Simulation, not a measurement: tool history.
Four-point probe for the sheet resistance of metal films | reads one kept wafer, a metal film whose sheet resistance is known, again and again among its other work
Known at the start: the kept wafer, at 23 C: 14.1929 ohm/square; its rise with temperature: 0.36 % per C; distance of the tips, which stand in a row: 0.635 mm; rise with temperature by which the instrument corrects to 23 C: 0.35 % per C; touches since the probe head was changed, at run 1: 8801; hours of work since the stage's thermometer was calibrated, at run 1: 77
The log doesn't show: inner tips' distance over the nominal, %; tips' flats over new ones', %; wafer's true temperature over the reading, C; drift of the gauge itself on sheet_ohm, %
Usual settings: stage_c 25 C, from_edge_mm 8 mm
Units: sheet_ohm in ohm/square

run,day,stage_c,from_edge_mm,touches since the probe head was changed,hours of work since the stage's thermometer was calibrated,sheet_ohm
1,0.000,25,8,8801,77,14.310948
2,0.629,25,8,9014,86,14.311004
3,1.325,19,8,9251,96,14.304947
4,2.125,19,8,9523,107,14.308714
5,2.788,19,7,9750,116,14.323992
6,3.500,25,8,9992,126,14.315955
7,4.146,25,8,10212,135,14.310539
8,4.592,29,8,10363,141,14.313861
9,5.200,29,8,10570,150,14.317205
10,5.775,30,5,10766,158,14.388323
11,6.196,30,44,10909,164,14.272757
12,6.696,30,4,11080,171,14.460967
13,7.258,22,14,11272,179,14.279854

Forecast each of these 3 alternatives for the next run:
A,7.875,24,34,11481,187,?
B,7.875,26,3,11481,187,?
C,7.875,25,6,11481,187,?

run,sheet_ohm
A,14.275312
B,14.607585
C,14.349927
Without the tool's hidden state the same runs would have given:
run,sheet_ohm
A,14.200916
B,14.531604
C,14.275179
